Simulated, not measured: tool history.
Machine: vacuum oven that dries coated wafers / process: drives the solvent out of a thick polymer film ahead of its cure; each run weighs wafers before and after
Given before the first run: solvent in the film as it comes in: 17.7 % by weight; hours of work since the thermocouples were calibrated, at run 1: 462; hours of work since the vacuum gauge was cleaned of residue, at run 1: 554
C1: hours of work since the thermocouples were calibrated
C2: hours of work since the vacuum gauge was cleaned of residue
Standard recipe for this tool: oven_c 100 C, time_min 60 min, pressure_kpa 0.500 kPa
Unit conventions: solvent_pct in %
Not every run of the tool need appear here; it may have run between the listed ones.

{"run": 1, "day": 0.0, "oven_c": 100, "time_min": 60, "pressure_kpa": 0.5, "C1": 462, "C2": 554, "solvent_pct": 1.56}
{"run": 2, "day": 3.392, "oven_c": 100, "time_min": 60, "pressure_kpa": 0.5, "C1": 523, "C2": 615, "solvent_pct": 1.54}
{"run": 3, "day": 5.492, "oven_c": 100, "time_min": 60, "pressure_kpa": 0.5, "C1": 561, "C2": 653, "solvent_pct": 1.56}
{"run": 4, "day": 6.983, "oven_c": 100, "time_min": 35, "pressure_kpa": 0.5, "C1": 588, "C2": 680, "solvent_pct": 3.81}
{"run": 5, "day": 9.858, "oven_c": 100, "time_min": 54, "pressure_kpa": 0.5, "C1": 640, "C2": 731, "solvent_pct": 1.91}
{"run": 6, "day": 12.804, "oven_c": 100, "time_min": 54, "pressure_kpa": 0.5, "C1": 693, "C2": 785, "solvent_pct": 1.91}
{"day": 13.4, "done": "oven's thermocouples calibrated"}
{"run": 7, "day": 16.062, "oven_c": 100, "time_min": 60, "pressure_kpa": 0.5, "C1": 48, "C2": 842, "solvent_pct": 1.56}
{"run": 8, "day": 17.712, "oven_c": 100, "time_min": 60, "pressure_kpa": 0.5, "C1": 78, "C2": 872, "solvent_pct": 1.56}
{"run": 9, "day": 20.021, "oven_c": 100, "time_min": 60, "pressure_kpa": 0.5, "C1": 119, "C2": 913, "solvent_pct": 1.54}
{"run": 10, "day": 22.392, "oven_c": 100, "time_min": 60, "pressure_kpa": 0.5, "C1": 162, "C2": 956, "solvent_pct": 1.55}
{"run": 11, "day": 24.833, "oven_c": 100, "time_min": 33, "pressure_kpa": 0.5, "C1": 206, "C2": 1000, "solvent_pct": 4.09}
{"run": 12, "day": 27.212, "oven_c": 104, "time_min": 33, "pressure_kpa": 0.5, "C1": 249, "C2": 1043, "solvent_pct": 3.35}
{"run": 13, "day": 29.404, "oven_c": 104, "time_min": 33, "pressure_kpa": 0.5, "C1": 289, "C2": 1083, "solvent_pct": 3.37}
{"run": 14, "day": 31.312, "oven_c": 104, "time_min": 33, "pressure_kpa": 0.5, "C1": 323, "C2": 1117, "solvent_pct": 3.34}
{"run": 15, "day": 35.012, "oven_c": 104, "time_min": 33, "pressure_kpa": 0.5, "C1": 390, "C2": 1184, "solvent_pct": 3.35}
{"run": 16, "day": 38.567, "oven_c": 104, "time_min": 33, "pressure_kpa": 0.5, "C1": 454, "C2": 1248, "solvent_pct": 3.36}
{"run": 17, "day": 40.929, "oven_c": 104, "time_min": 33, "pressure_kpa": 0.5, "C1": 497, "C2": 1291, "solvent_pct": 3.35}
{"run": 18, "day": 44.538, "oven_c": 100, "time_min": 60, "pressure_kpa": 0.5, "C1": 562, "C2": 1356, "solvent_pct": 1.55}
{"run": 19, "day": 46.988, "oven_c": 100, "time_min": 106, "pressure_kpa": 0.5, "C1": 606, "C2": 1400, "solvent_pct": 0.44}
{"run": 20, "day": 50.404, "oven_c": 100, "time_min": 60, "pressure_kpa": 0.5, "C1": 668, "C2": 1462, "solvent_pct": 1.57}
{"day": 52.45, "done": "oven's thermocouples calibrated"}
{"run": 21, "day": 52.492, "oven_c": 100, "time_min": 60, "pressure_kpa": 0.5, "C1": 1, "C2": 1498, "solvent_pct": 1.55}
{"run": 22, "day": 55.858, "oven_c": 100, "time_min": 60, "pressure_kpa": 0.5, "C1": 61, "C2": 1559, "solvent_pct": 1.55}
{"run": 23, "day": 57.533, "oven_c": 100, "time_min": 60, "pressure_kpa": 0.5, "C1": 92, "C2": 1589, "solvent_pct": 1.56}
{"run": 24, "day": 60.396, "oven_c": 107, "time_min": 60, "pressure_kpa": 0.5, "C1": 143, "C2": 1640, "solvent_pct": 0.85}
{"run": 25, "day": 61.992, "oven_c": 106, "time_min": 100, "pressure_kpa": 0.5, "C1": 172, "C2": 1669, "solvent_pct": 0.28}
{"day": 65.229, "done": "vacuum gauge cleaned of residue and calibrated"}
{"run": 26, "day": 65.592, "oven_c": 106, "time_min": 100, "pressure_kpa": 0.5, "C1": 236, "C2": 7, "solvent_pct": 0.29}
{"run": 27, "day": 68.792, "oven_c": 102, "time_min": 61, "pressure_kpa": 1.471, "C1": 294, "C2": 64, "solvent_pct": 1.66}
{"run": 28, "day": 70.783, "oven_c": 102, "time_min": 61, "pressure_kpa": 1.471, "C1": 330, "C2": 100, "solvent_pct": 1.66}
{"run": 29, "day": 73.017, "oven_c": 96, "time_min": 54, "pressure_kpa": 0.614, "C1": 370, "C2": 141, "solvent_pct": 2.55}
{"run": 30, "day": 76.138, "oven_c": 90, "time_min": 31, "pressure_kpa": 1.562, "C1": 426, "C2": 197, "solvent_pct": 6.82}
{"run": 31, "day": 77.804, "oven_c": 87, "time_min": 99, "pressure_kpa": 0.618, "C1": 456, "C2": 227, "solvent_pct": 1.72}
{"run": 32, "day": 80.038, "oven_c": 109, "time_min": 72, "pressure_kpa": 0.5, "C1": 497, "C2": 267, "solvent_pct": 0.44}
{"run": 33, "day": 82.979, "oven_c": 106, "time_min": 60, "pressure_kpa": 0.5, "C1": 550, "C2": 320, "solvent_pct": 0.93}
{"run": 34, "day": 86.258, "oven_c": 107, "time_min": 40, "pressure_kpa": 0.5, "C1": 609, "C2": 380, "solvent_pct": 2.06}
{"run": 35, "day": 87.971, "oven_c": 93, "time_min": 51, "pressure_kpa": 1.012, "C1": 640, "C2": 410, "solvent_pct": 3.53}
{"run": 36, "day": 89.629, "oven_c": 93, "time_min": 51, "pressure_kpa": 1.012, "C1": 670, "C2": 440, "solvent_pct": 3.51}
{"day": 91.621, "done": "oven's thermocouples calibrated"}
{"run": 37, "day": 91.646, "oven_c": 100, "time_min": 60, "pressure_kpa": 0.554, "C1": 0, "C2": 475, "solvent_pct": 1.58}
{"run": 38, "day": 94.525, "oven_c": 97, "time_min": 60, "pressure_kpa": 0.5, "C1": 52, "C2": 527, "solvent_pct": 1.94}
{"run": 39, "day": 97.079, "oven_c": 97, "time_min": 60, "pressure_kpa": 0.5, "C1": 98, "C2": 573, "solvent_pct": 1.94}
{"run": 40, "day": 100.021, "oven_c": 99, "time_min": 38, "pressure_kpa": 0.5, "C1": 152, "C2": 626, "solvent_pct": 3.57}
{"run": 41, "day": 102.329, "oven_c": 95, "time_min": 103, "pressure_kpa": 0.4, "C1": 193, "C2": 668, "solvent_pct": 0.69}
{"run": 42, "day": 105.342, "oven_c": 100, "time_min": 60, "pressure_kpa": 1.584, "C1": 248, "C2": 722, "solvent_pct": 2.0}
{"run": 43, "day": 107.454, "oven_c": 100, "time_min": 60, "pressure_kpa": 0.745, "C1": 286, "C2": 761, "solvent_pct": 1.64}
{"run": 44, "day": 110.95, "oven_c": 114, "time_min": 51, "pressure_kpa": 0.5, "C1": 349, "C2": 824, "solvent_pct": 0.66}

For each entry between runs, how does the tool's hidden state at the last listed run before it compare with that at the first listed run after it?
In the gap between runs 6 and 7: oven's thermocouples calibrated (day 13.400)
  true wafer temperature over the reading, C: -0.02 -> -0.01
In the gap between runs 20 and 21: oven's thermocouples calibrated (day 52.450)
  true wafer temperature over the reading, C: -0.03 -> 0; true pressure over the reading, kPa: 0.005 -> 0.006
In the gap between runs 25 and 26: vacuum gauge cleaned of residue and calibrated (day 65.229)
  true wafer temperature over the reading, C: 0 -> -0.01; true pressure over the reading, kPa: 0.006 -> 0
In the gap between runs 36 and 37: oven's thermocouples calibrated (day 91.621)
  true wafer temperature over the reading, C: -0.02 -> 0
